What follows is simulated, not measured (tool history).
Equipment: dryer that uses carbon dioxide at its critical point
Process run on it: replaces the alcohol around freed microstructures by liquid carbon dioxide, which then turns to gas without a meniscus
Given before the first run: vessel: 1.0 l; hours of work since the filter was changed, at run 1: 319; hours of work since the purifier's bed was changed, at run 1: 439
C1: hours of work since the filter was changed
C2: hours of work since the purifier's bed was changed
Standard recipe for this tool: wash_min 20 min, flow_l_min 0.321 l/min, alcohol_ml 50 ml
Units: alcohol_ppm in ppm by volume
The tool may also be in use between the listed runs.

Run 1, hour 0: usual settings; C1 319; C2 439. Result: alcohol_ppm 274 ppm by volume.
Run 2, hour 15.4: usual settings; C1 325; C2 446. Result: alcohol_ppm 267 ppm by volume.
Run 3, hour 38.1: usual settings; C1 335; C2 455. Result: alcohol_ppm 281 ppm by volume.
Run 4, hour 61.6: usual settings; C1 345; C2 465. Result: alcohol_ppm 277 ppm by volume.
Run 5, hour 88.1: usual settings; C1 356; C2 476. Result: alcohol_ppm 283 ppm by volume.
Run 6, hour 109.8: usual settings; C1 365; C2 485. Result: alcohol_ppm 284 ppm by volume.
Run 7, hour 121.6: usual settings; C1 370; C2 490. Result: alcohol_ppm 294 ppm by volume.
Run 8, hour 146.1: usual settings but alcohol_ml 64 ml; C1 380; C2 501. Result: alcohol_ppm 364 ppm by volume.
Run 9, hour 159.7: usual settings but alcohol_ml 64 ml; C1 386; C2 507. Result: alcohol_ppm 352 ppm by volume.
Run 10, hour 180.8: usual settings but alcohol_ml 64 ml; C1 395; C2 515. Result: alcohol_ppm 362 ppm by volume.
Run 11, hour 199.7: usual settings but alcohol_ml 64 ml; C1 403; C2 523. Result: alcohol_ppm 369 ppm by volume.
Run 12, hour 221.4: usual settings but alcohol_ml 64 ml; C1 412; C2 533. Result: alcohol_ppm 370 ppm by volume.
Run 13, hour 234: usual settings but wash_min 26 min, flow_l_min 0.482 l/min, alcohol_ml 34 ml; C1 418; C2 538. Result: alcohol_ppm 92 ppm by volume.
At hour 239.1: inlet filter changed.
Run 14, hour 255.3: usual settings but flow_l_min 0.21 l/min, alcohol_ml 72 ml; C1 7; C2 546. Result: alcohol_ppm 1300 ppm by volume.
Run 15, hour 267.9: usual settings but flow_l_min 0.21 l/min, alcohol_ml 72 ml; C1 12; C2 552. Result: alcohol_ppm 1341 ppm by volume.
Run 16, hour 281: usual settings but flow_l_min 0.305 l/min; C1 18; C2 557. Result: alcohol_ppm 249 ppm by volume.
Run 17, hour 304.2: usual settings but wash_min 19 min, flow_l_min 0.268 l/min, alcohol_ml 25 ml; C1 27; C2 567. Result: alcohol_ppm 294 ppm by volume.
Run 18, hour 329.7: usual settings but wash_min 19 min, flow_l_min 0.496 l/min, alcohol_ml 61 ml; C1 38; C2 578. Result: alcohol_ppm 104 ppm by volume.
Run 19, hour 351.5: usual settings but wash_min 19 min, flow_l_min 0.496 l/min, alcohol_ml 61 ml; C1 47; C2 587. Result: alcohol_ppm 109 ppm by volume.
Run 20, hour 370.8: usual settings but wash_min 18 min, flow_l_min 0.509 l/min; C1 56; C2 595. Result: alcohol_ppm 116 ppm by volume.
Run 21, hour 397.6: usual settings but wash_min 18 min, flow_l_min 0.25 l/min; C1 67; C2 607. Result: alcohol_ppm 805 ppm by volume.
Run 22, hour 425.1: usual settings but wash_min 12 min, alcohol_ml 33 ml; C1 79; C2 618. Result: alcohol_ppm 979 ppm by volume.

Alternative continuations, all from the tool just after run 22; predict every row:
Run A, hour 439.1: usual settings but wash_min 12 min, flow_l_min 0.476 l/min, alcohol_ml 64 ml; C1 84; C2 624. Result: alcohol_ppm ?.
Run B, hour 439.1: usual settings but wash_min 25 min, flow_l_min 0.433 l/min; C1 84; C2 624. Result: alcohol_ppm ?.
Run C, hour 439.1: usual settings but flow_l_min 0.302 l/min, alcohol_ml 33 ml; C1 84; C2 624. Result: alcohol_ppm ?.

run  alcohol_ppm
  A          453
  B          106
  C          218
Without the tool's unlogged condition, the same runs would have read:
run  alcohol_ppm
  A          299
  B            3
  C          101
